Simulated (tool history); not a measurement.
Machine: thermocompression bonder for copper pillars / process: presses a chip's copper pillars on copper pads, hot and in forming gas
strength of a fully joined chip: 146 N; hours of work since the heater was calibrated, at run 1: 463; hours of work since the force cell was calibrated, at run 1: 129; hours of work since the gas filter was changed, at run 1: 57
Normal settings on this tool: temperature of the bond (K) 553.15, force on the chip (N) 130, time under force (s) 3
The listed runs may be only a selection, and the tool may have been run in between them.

run   hour  temperature of the bond (K)  force on the chip (N)  time under force (s)  hours of work since the heater was calibrated  hours of work since the force cell was calibrated  hours of work since the gas filter was changed  force that shears a chip off (N)
  1      0                       553.15                    130                     3                                            463                                                129                                              57                             102.3
  2   21.3                       553.15                    130                     3                                            479                                                146                                              74                             101.6
  3   37.9                       553.15                    130                     4                                            492                                                158                                              86                             109.6
  4   61.4                       553.15                    130                     4                                            510                                                176                                             104                             108.5
  5   90.2                       553.15                    130                     3                                            532                                                199                                             127                             100.5
  6  112.2                       553.15                    130                     3                                            549                                                216                                             143                             100.5
  7  124.7                       553.15                    130                     3                                            559                                                225                                             153                              99.3
  8  139.5                       553.15                    130                     3                                            570                                                237                                             164                             100.2
  9  158.8                       553.15                    130                     3                                            585                                                251                                             179                             100.5
 10  187.6                       553.15                    167                     3                                            607                                                274                                             201                             117.4
     189.6  -- forming gas filter changed
 11  206.1                       553.15                    130                     2                                            621                                                287                                              13                              92.2
 12  219.4                       553.15                    130                     4                                            631                                                298                                              23                             109.3
 13  241.2                       553.15                    130                     4                                            648                                                314                                              40                             109.7
 14  261.6                       580.15                    130                     4                                            663                                                330                                              55                             126.3
 15  288.2                       580.15                    130                     4                                            684                                                351                                              76                             126.8
 16  315.5                       553.15                    130                     3                                            705                                                372                                              97                              99.2
 17  338.9                       553.15                    117                     3                                            723                                                390                                             115                              93.3
 18  367.2                       553.15                    117                     3                                            745                                                411                                             137                              91.7
 19  383.2                       553.15                    117                     3                                            757                                                424                                             149                                91
     387.8  -- heater calibrated with a thermocouple chip
 20  411.9                       553.15                    117                     3                                             19                                                444                                             169                              89.9
 21  427.8                       528.15                    192                     8                                             31                                                456                                             182                               125
 22  447.6                       528.15                    192                     8                                             46                                                472                                             197                             126.2
     455.1  -- forming gas filter changed
 23  462.6                       528.15                    192                     8                                             57                                                483                                               6                             128.9
 24  480.9                       543.15                    124                     9                                             71                                                497                                              20                             116.6
 25  495.8                       539.15                    124                     2                                             83                                                508                                              31                              73.5
 26  515.9                       575.15                     94                     5                                             98                                                524                                              47                             104.9
     534.4  -- heater calibrated with a thermocouple chip, once more
 27  542.6                       523.15                    143                     3                                              6                                                543                                              66                              88.8
 28  569.4                       575.15                     83                     2                                             27                                                563                                              86                              78.7
 29  584.3                       575.15                     83                     2                                             38                                                575                                              98                              77.9
 30  603.8                       570.15                    150                     2                                             53                                                590                                             113                             116.7
 31  621.1                       570.15                    130                     3                                             67                                                603                                             126                             114.8
 32  646.1                       580.15                     81                     2                                             86                                                622                                             145                              78.5
 33  663.7                       541.15                    179                     2                                             99                                                636                                             159                             107.7
 34  680.3                       541.15                    179                     2                                            112                                                649                                             172                             106.8
 35  708.6                       553.15                    101                     3                                            134                                                670                                             193                              84.4
     722.3  -- forming gas filter changed
 36  729.9                       539.15                    150                     3                                            150                                                686                                               6                             105.7
 37  747.4                       539.15                    150                     3                                            163                                                700                                              19                               106
 38  765.3                       545.15                    130                     2                                            177                                                714                                              33                              88.7
 39  789.7                       545.15                    130                     2                                            196                                                732                                              52                              88.2

Subtracting, for every run, the result it would have given without the tool's unlogged condition from the measured result gives the following. The same run-to-run variation enters both numbers; the gauge's scatter may not:
Hidden state at play: true temperature of the bond over the reading, C; force that reaches the chip, % of what is set; oxide that the forming gas leaves, % of the face; drift of the gauge itself on shear_n, %.
run  force that shears a chip off (N)
  1                              -3.4
  2                              -3.8
  3                                -4
  4                              -4.4
  5                              -4.8
  6                              -5.2
  7                              -5.3
  8                              -5.6
  9                                -6
 10                              -6.5
 11                              -3.5
 12                              -3.5
 13                              -3.9
 14                              -3.3
 15                              -3.8
 16                              -5.2
 17                              -5.6
 18                              -5.9
 19                              -6.1
 20                              -8.4
 21                              -7.9
 22                              -8.4
 23                              -4.1
 24                              -5.7
 25                              -6.6
 26                                -6
 27                              +0.4
 28                              +0.1
 29                                +0
 30                              -1.2
 31                              -1.5
 32                              -0.8
 33                              -2.1
 34                              -2.3
 35                                -2
 36                              +0.5
 37                              +0.3
 38                              +0.1
 39                              -0.2
